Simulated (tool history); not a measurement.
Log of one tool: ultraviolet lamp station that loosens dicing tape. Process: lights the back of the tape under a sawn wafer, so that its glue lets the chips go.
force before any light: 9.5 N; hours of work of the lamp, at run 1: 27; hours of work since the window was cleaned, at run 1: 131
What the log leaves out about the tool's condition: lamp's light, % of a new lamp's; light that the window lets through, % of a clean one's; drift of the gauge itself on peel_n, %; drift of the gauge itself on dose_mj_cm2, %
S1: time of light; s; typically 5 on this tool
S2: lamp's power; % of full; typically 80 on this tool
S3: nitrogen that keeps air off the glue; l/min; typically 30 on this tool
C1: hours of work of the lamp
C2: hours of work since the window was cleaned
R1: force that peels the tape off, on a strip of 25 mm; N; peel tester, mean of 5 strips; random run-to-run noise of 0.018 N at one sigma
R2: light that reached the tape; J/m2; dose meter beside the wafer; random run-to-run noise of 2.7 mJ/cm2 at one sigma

run 1 hour=0 | S1=5 S2=80 S3=30 | C1=27 C2=131 | R1=0.923 R2=3650
run 2 hour=11.9 | S1=5 S2=80 S3=30 | C1=35 C2=138 | R1=0.926 R2=3650
run 3 hour=18.9 | S1=5 S2=99 S3=30 | C1=40 C2=143 | R1=0.581 R2=4450
run 4 hour=30.3 | S1=5 S2=99 S3=30 | C1=47 C2=150 | R1=0.587 R2=4480
run 5 hour=42.6 | S1=5 S2=99 S3=30 | C1=55 C2=158 | R1=0.568 R2=4510
run 6 hour=57.5 | S1=5 S2=99 S3=30 | C1=65 C2=168 | R1=0.572 R2=4420
run 7 hour=67.9 | S1=5 S2=99 S3=30 | C1=71 C2=175 | R1=0.59 R2=4440
run 8 hour=78.7 | S1=5 S2=80 S3=16 | C1=78 C2=182 | R1=1.48 R2=3600
run 9 hour=90.8 | S1=5 S2=63 S3=30 | C1=86 C2=189 | R1=1.424 R2=2770
run 10 hour=103.9 | S1=5 S2=80 S3=30 | C1=95 C2=198 | R1=0.947 R2=3550
run 11 hour=112.5 | S1=5 S2=80 S3=30 | C1=100 C2=203 | R1=0.959 R2=3590
run 12 hour=124.3 | S1=5 S2=80 S3=30 | C1=108 C2=211 | R1=0.915 R2=3530
run 13 hour=134.7 | S1=5 S2=80 S3=30 | C1=115 C2=218 | R1=0.941 R2=3580
run 14 hour=144.6 | S1=5 S2=80 S3=58 | C1=121 C2=224 | R1=0.58 R2=3510
run 15 hour=155.6 | S1=5 S2=80 S3=58 | C1=128 C2=231 | R1=0.585 R2=3550
run 16 hour=164.3 | S1=5 S2=80 S3=58 | C1=134 C2=237 | R1=0.592 R2=3570
run 17 hour=177.1 | S1=5 S2=80 S3=58 | C1=142 C2=245 | R1=0.598 R2=3500
run 18 hour=186.3 | S1=5 S2=80 S3=58 | C1=148 C2=251 | R1=0.609 R2=3500
run 19 hour=195.7 | S1=5 S2=80 S3=58 | C1=154 C2=257 | R1=0.586 R2=3520
run 20 hour=208.7 | S1=5 S2=80 S3=30 | C1=162 C2=266 | R1=0.953 R2=3440
run 21 hour=214.9 | S1=5 S2=80 S3=30 | C1=166 C2=270 | R1=1.019 R2=3480
run 22 hour=226 | S1=9 S2=92 S3=18 | C1=174 C2=277 | R1=0.33 R2=7190
run 23 hour=238.5 | S1=9 S2=92 S3=18 | C1=182 C2=285 | R1=0.336 R2=7210
run 24 hour=247 | S1=9 S2=69 S3=18 | C1=187 C2=290 | R1=0.61 R2=5410
run 25 hour=260.1 | S1=5 S2=66 S3=9 | C1=196 C2=299 | R1=2.994 R2=2830
run 26 hour=267.1 | S1=4 S2=66 S3=18 | C1=200 C2=303 | R1=2.725 R2=2290
-- hour=268.7 window cleaned of glue's vapour
run 27 hour=280.5 | S1=3 S2=66 S3=36 | C1=209 C2=8 | R1=2.799 R2=1700
run 28 hour=292.2 | S1=3 S2=75 S3=36 | C1=216 C2=15 | R1=2.454 R2=1920
run 29 hour=298.6 | S1=8 S2=76 S3=32 | C1=220 C2=19 | R1=0.403 R2=5140
run 30 hour=310.8 | S1=4 S2=77 S3=15 | C1=228 C2=27 | R1=2.563 R2=2650
run 31 hour=319.9 | S1=5 S2=73 S3=44 | C1=234 C2=33 | R1=0.952 R2=3050
run 32 hour=327.3 | S1=5 S2=66 S3=45 | C1=239 C2=38 | R1=1.113 R2=2770
run 33 hour=335.7 | S1=5 S2=71 S3=21 | C1=244 C2=43 | R1=1.696 R2=3020
run 34 hour=342.3 | S1=5 S2=71 S3=21 | C1=249 C2=48 | R1=1.758 R2=3010
-- hour=355.8 window cleaned of glue's vapour, once more
run 35 hour=355.8 | S1=4 S2=83 S3=10 | C1=257 C2=0 | R1=2.737 R2=2960
run 36 hour=365.3 | S1=4 S2=83 S3=10 | C1=263 C2=6 | R1=2.601 R2=2920
run 37 hour=377.8 | S1=2 S2=80 S3=30 | C1=271 C2=14 | R1=3.542 R2=1420
run 38 hour=384.9 | S1=5 S2=70 S3=42 | C1=276 C2=19 | R1=0.96 R2=3120
run 39 hour=393.4 | S1=10 S2=76 S3=11 | C1=281 C2=24 | R1=0.583 R2=6720
run 40 hour=404.1 | S1=7 S2=68 S3=30 | C1=288 C2=31 | R1=0.667 R2=4210
run 41 hour=410.5 | S1=7 S2=68 S3=30 | C1=292 C2=35 | R1=0.666 R2=4190
run 42 hour=424.3 | S1=7 S2=68 S3=30 | C1=301 C2=44 | R1=0.655 R2=4170

Some steps in R1, run to run, broken into two amounts with sign: the step expected even without the hidden condition (settings, incoming material, random variation), and the rest, left for the hidden condition together with whatever gauge scatter is not in both the measured and the hidden-condition-free result:
Run 24 -> 25: S1 9 -> 5, S2 69 -> 66, S3 18 -> 9. R1 +2.384 N: hidden state +0.157, all else +2.227.
Run 28 -> 29: S1 3 -> 8, S2 75 -> 76, S3 36 -> 32. R1 -2.051 N: hidden state -0.229, all else -1.822.
Run 29 -> 30: S1 8 -> 4, S2 76 -> 77, S3 32 -> 15. R1 +2.16 N: hidden state +0.242, all else +1.918.
Run 37 -> 38: S1 2 -> 5, S2 80 -> 70, S3 30 -> 42. R1 -2.582 N: hidden state -0.069, all else -2.513.

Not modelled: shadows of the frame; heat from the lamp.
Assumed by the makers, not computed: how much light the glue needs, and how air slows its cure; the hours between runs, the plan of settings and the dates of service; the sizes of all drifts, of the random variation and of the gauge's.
